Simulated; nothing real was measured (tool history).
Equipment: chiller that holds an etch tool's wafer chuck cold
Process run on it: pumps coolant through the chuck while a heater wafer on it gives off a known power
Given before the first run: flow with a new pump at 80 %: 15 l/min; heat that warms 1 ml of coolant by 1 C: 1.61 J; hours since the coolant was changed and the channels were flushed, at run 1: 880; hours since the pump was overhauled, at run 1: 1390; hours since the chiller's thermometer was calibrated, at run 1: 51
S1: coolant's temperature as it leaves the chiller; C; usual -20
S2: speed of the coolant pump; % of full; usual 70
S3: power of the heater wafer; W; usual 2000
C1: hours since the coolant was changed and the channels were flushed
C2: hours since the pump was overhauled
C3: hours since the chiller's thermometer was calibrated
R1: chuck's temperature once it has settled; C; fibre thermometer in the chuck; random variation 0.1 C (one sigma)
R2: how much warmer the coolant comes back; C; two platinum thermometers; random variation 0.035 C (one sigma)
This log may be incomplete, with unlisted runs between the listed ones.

Run 1, hour 0: usual settings; C1 880; C2 1390; C3 51. Result: R1 3.9 C, R2 5.93 C.
Run 2, hour 19.4: usual settings; C1 899; C2 1409; C3 70. Result: R1 3.7 C, R2 5.97 C.
Run 3, hour 38.9: usual settings; C1 919; C2 1429; C3 90. Result: R1 3.7 C, R2 5.93 C.
Run 4, hour 67.1: usual settings; C1 947; C2 1457; C3 118. Result: R1 3.7 C, R2 5.97 C.
Run 5, hour 93.1: usual settings; C1 973; C2 1483; C3 144. Result: R1 3.8 C, R2 5.99 C.
Run 6, hour 121.3: usual settings; C1 1001; C2 1511; C3 172. Result: R1 3.7 C, R2 5.94 C.
Run 7, hour 150.4: usual settings; C1 1030; C2 1540; C3 201. Result: R1 3.9 C, R2 5.98 C.
Run 8, hour 183.2: usual settings but S1 -17 C, S2 82 % of full; C1 1063; C2 1573; C3 234. Result: R1 3.7 C, R2 5 C.
Run 9, hour 209.9: usual settings but S1 -17 C, S2 82 % of full; C1 1090; C2 1600; C3 261. Result: R1 3.8 C, R2 4.99 C.
At hour 212.8: chiller's thermometer calibrated.
Run 10, hour 233.3: usual settings but S1 -17 C, S2 82 % of full; C1 1112; C2 1622; C3 21. Result: R1 3.9 C, R2 5.08 C.
Run 11, hour 253.3: usual settings but S1 -17 C, S2 82 % of full; C1 1132; C2 1642; C3 41. Result: R1 3.9 C, R2 5.05 C.
Run 12, hour 288.1: usual settings but S1 -17 C, S2 82 % of full; C1 1167; C2 1677; C3 75. Result: R1 4 C, R2 5.03 C.
Run 13, hour 305.1: usual settings but S1 -29 C, S2 93 % of full, S3 1484 W; C1 1184; C2 1694; C3 92. Result: R1 -14.9 C, R2 3.24 C.
Run 14, hour 330.8: usual settings but S2 63 % of full, S3 1974 W; C1 1210; C2 1720; C3 118. Result: R1 6.3 C, R2 6.67 C.

Alternative continuations, all from the tool just after run 14; predict every row:
Run A, hour 360.1: usual settings but S1 -17 C; C1 1239; C2 1749; C3 147. Result: R1 ?, R2 ?.
Run B, hour 360.1: usual settings but S1 -21 C, S2 88 % of full, S3 1399 W; C1 1239; C2 1749; C3 147. Result: R1 ?, R2 ?.
Run C, hour 360.1: usual settings but S1 -14 C, S2 81 % of full; C1 1239; C2 1749; C3 147. Result: R1 ?, R2 ?.
Run D, hour 360.1: usual settings but S1 -16 C, S2 97 % of full, S3 1711 W; C1 1239; C2 1749; C3 147. Result: R1 ?, R2 ?.

run    R1    R2
  A   7.1  5.97
  B    -7  3.31
  C   7.2  5.12
  D  -0.4  3.62
What these runs would have given with no unlogged condition in the tool:
run    R1    R2
  A   5.4  5.71
  B  -8.1  3.17
  C   5.7  4.91
  D  -1.6  3.46
